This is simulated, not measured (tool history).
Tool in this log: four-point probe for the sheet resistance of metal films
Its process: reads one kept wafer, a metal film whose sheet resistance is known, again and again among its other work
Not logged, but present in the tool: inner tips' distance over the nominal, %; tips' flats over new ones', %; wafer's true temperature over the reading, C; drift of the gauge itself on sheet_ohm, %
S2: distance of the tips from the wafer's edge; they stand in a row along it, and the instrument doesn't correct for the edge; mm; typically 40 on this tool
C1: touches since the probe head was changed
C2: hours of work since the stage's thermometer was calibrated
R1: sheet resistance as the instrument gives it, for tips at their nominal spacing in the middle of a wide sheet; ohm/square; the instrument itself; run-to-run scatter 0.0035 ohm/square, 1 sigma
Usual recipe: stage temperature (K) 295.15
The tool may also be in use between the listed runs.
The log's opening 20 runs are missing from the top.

run 21 hour=700.3 | stage_temperature_(K)=295.15 S2=40 | C1=49601 C2=1536 | R1=17.738917
run 22 hour=724.5 | stage_temperature_(K)=295.15 S2=6 | C1=50331 C2=1550 | R1=17.798937
run 23 hour=757.9 | stage_temperature_(K)=295.15 S2=6 | C1=51339 C2=1570 | R1=17.802619
run 24 hour=788.7 | stage_temperature_(K)=302.15 S2=5 | C1=52270 C2=1588 | R1=17.783955
run 25 hour=838.8 | stage_temperature_(K)=297.15 S2=55 | C1=53784 C2=1618 | R1=17.715588
run 26 hour=866.5 | stage_temperature_(K)=297.15 S2=55 | C1=54621 C2=1634 | R1=17.710946
run 27 hour=912.5 | stage_temperature_(K)=295.15 S2=8 | C1=56009 C2=1661 | R1=17.766193
run 28 hour=943.8 | stage_temperature_(K)=300.15 S2=49 | C1=56955 C2=1680 | R1=17.706665
run 29 hour=978.1 | stage_temperature_(K)=306.15 S2=5 | C1=57991 C2=1700 | R1=17.759803
run 30 hour=1021.7 | stage_temperature_(K)=306.15 S2=67 | C1=59306 C2=1726 | R1=17.670216
run 31 hour=1045.4 | stage_temperature_(K)=306.15 S2=67 | C1=60023 C2=1740 | R1=17.669765
run 32 hour=1083.9 | stage_temperature_(K)=300.15 S2=30 | C1=61186 C2=1763 | R1=17.705485
run 33 hour=1132.7 | stage_temperature_(K)=295.15 S2=9 | C1=62658 C2=1792 | R1=17.760072
run 34 hour=1185.3 | stage_temperature_(K)=292.15 S2=5 | C1=64246 C2=1823 | R1=17.844639
run 35 hour=1210.7 | stage_temperature_(K)=292.15 S2=5 | C1=65014 C2=1838 | R1=17.846847
run 36 hour=1256.1 | stage_temperature_(K)=292.15 S2=7 | C1=66386 C2=1865 | R1=17.804891
-- hour=1261 new probe head fitted
run 37 hour=1291 | stage_temperature_(K)=297.15 S2=4 | C1=908 C2=1885 | R1=17.863709
run 38 hour=1315.2 | stage_temperature_(K)=296.15 S2=9 | C1=1639 C2=1900 | R1=17.749609
run 39 hour=1343.4 | stage_temperature_(K)=296.15 S2=9 | C1=2489 C2=1917 | R1=17.755515
run 40 hour=1380 | stage_temperature_(K)=307.15 S2=3 | C1=3594 C2=1938 | R1=17.924733
run 41 hour=1402.3 | stage_temperature_(K)=307.15 S2=3 | C1=4269 C2=1951 | R1=17.921347
run 42 hour=1451.9 | stage_temperature_(K)=295.15 S2=13 | C1=5766 C2=1981 | R1=17.745678
run 43 hour=1480.4 | stage_temperature_(K)=305.15 S2=4 | C1=6626 C2=1998 | R1=17.818384
run 44 hour=1517.2 | stage_temperature_(K)=305.15 S2=4 | C1=7737 C2=2020 | R1=17.821693
run 45 hour=1567.2 | stage_temperature_(K)=305.15 S2=4 | C1=9247 C2=2049 | R1=17.818622

What if the next run were any one of these 3? Each begins from the tool's condition after run 45:
run A hour=1603 | stage_temperature_(K)=304.15 S2=39 | C1=10328 C2=2071 | R1=?
run B hour=1603 | stage_temperature_(K)=305.15 S2=6 | C1=10328 C2=2071 | R1=?
run C hour=1603 | stage_temperature_(K)=305.15 S2=15 | C1=10328 C2=2071 | R1=?

run=A R1=17.682049
run=B R1=17.737028
run=C R1=17.680458
Had the tool no hidden state, the same runs would have come out as:
run=A R1=17.682828
run=B R1=17.73781
run=C R1=17.681237
